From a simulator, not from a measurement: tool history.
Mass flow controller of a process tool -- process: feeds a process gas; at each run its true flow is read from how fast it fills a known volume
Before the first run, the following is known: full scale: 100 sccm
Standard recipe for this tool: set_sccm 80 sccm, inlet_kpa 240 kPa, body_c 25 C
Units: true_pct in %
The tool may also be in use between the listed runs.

{"run": 1, "hour": 0.0, "set_sccm": 80, "inlet_kpa": 240, "body_c": 25, "true_pct": 100.83}
{"run": 2, "hour": 567.0, "set_sccm": 80, "inlet_kpa": 240, "body_c": 25, "true_pct": 100.98}
{"run": 3, "hour": 831.7, "set_sccm": 80, "inlet_kpa": 240, "body_c": 36, "true_pct": 101.39}
{"run": 4, "hour": 1263.1, "set_sccm": 80, "inlet_kpa": 240, "body_c": 28, "true_pct": 101.29}
{"run": 5, "hour": 1610.4, "set_sccm": 80, "inlet_kpa": 240, "body_c": 28, "true_pct": 101.34}
{"run": 6, "hour": 2113.8, "set_sccm": 80, "inlet_kpa": 240, "body_c": 25, "true_pct": 101.32}
{"run": 7, "hour": 2621.7, "set_sccm": 80, "inlet_kpa": 240, "body_c": 25, "true_pct": 101.41}
{"run": 8, "hour": 2943.4, "set_sccm": 80, "inlet_kpa": 240, "body_c": 25, "true_pct": 101.49}
{"run": 9, "hour": 3204.4, "set_sccm": 20, "inlet_kpa": 240, "body_c": 25, "true_pct": 103.17}
{"run": 10, "hour": 3455.6, "set_sccm": 20, "inlet_kpa": 240, "body_c": 25, "true_pct": 103.3}
{"run": 11, "hour": 3970.1, "set_sccm": 20, "inlet_kpa": 240, "body_c": 25, "true_pct": 103.56}
{"run": 12, "hour": 4250.4, "set_sccm": 20, "inlet_kpa": 240, "body_c": 25, "true_pct": 103.68}
{"run": 13, "hour": 4484.5, "set_sccm": 20, "inlet_kpa": 240, "body_c": 25, "true_pct": 103.78}
{"run": 14, "hour": 4990.6, "set_sccm": 80, "inlet_kpa": 240, "body_c": 25, "true_pct": 102.07}
{"run": 15, "hour": 5499.5, "set_sccm": 80, "inlet_kpa": 240, "body_c": 27, "true_pct": 102.14}
{"run": 16, "hour": 5743.5, "set_sccm": 65, "inlet_kpa": 187, "body_c": 26, "true_pct": 102.45}
{"run": 17, "hour": 5984.6, "set_sccm": 15, "inlet_kpa": 143, "body_c": 25, "true_pct": 106.45}
{"run": 18, "hour": 6394.4, "set_sccm": 19, "inlet_kpa": 257, "body_c": 40, "true_pct": 105.82}
{"run": 19, "hour": 6625.1, "set_sccm": 38, "inlet_kpa": 211, "body_c": 40, "true_pct": 104}
{"run": 20, "hour": 7167.9, "set_sccm": 80, "inlet_kpa": 203, "body_c": 23, "true_pct": 102.55}
{"run": 21, "hour": 7447.7, "set_sccm": 18, "inlet_kpa": 213, "body_c": 21, "true_pct": 106.3}
{"hour": 7498.9, "done": "controller's zero set anew"}
{"run": 22, "hour": 7957.8, "set_sccm": 27, "inlet_kpa": 240, "body_c": 35, "true_pct": 107.54}
{"hour": 8293.2, "done": "controller exchanged for a calibrated one"}
{"run": 23, "hour": 8366.4, "set_sccm": 27, "inlet_kpa": 240, "body_c": 29, "true_pct": 99.84}
{"run": 24, "hour": 8894.1, "set_sccm": 80, "inlet_kpa": 141, "body_c": 25, "true_pct": 100.15}
{"run": 25, "hour": 9248.1, "set_sccm": 30, "inlet_kpa": 146, "body_c": 29, "true_pct": 100.55}
{"hour": 9272.6, "done": "controller's zero set anew, once more"}
{"run": 26, "hour": 9813.2, "set_sccm": 70, "inlet_kpa": 240, "body_c": 33, "true_pct": 100.39}

Estimate the outcome of run 27 from the log above:
{"run": 27, "hour": 10326.4, "set_sccm": 17, "inlet_kpa": 272, "body_c": 24, "true_pct": "?"}

true_pct: 100.43 %
With no hidden state in the tool, this same run would have given true_pct 99.57 %.
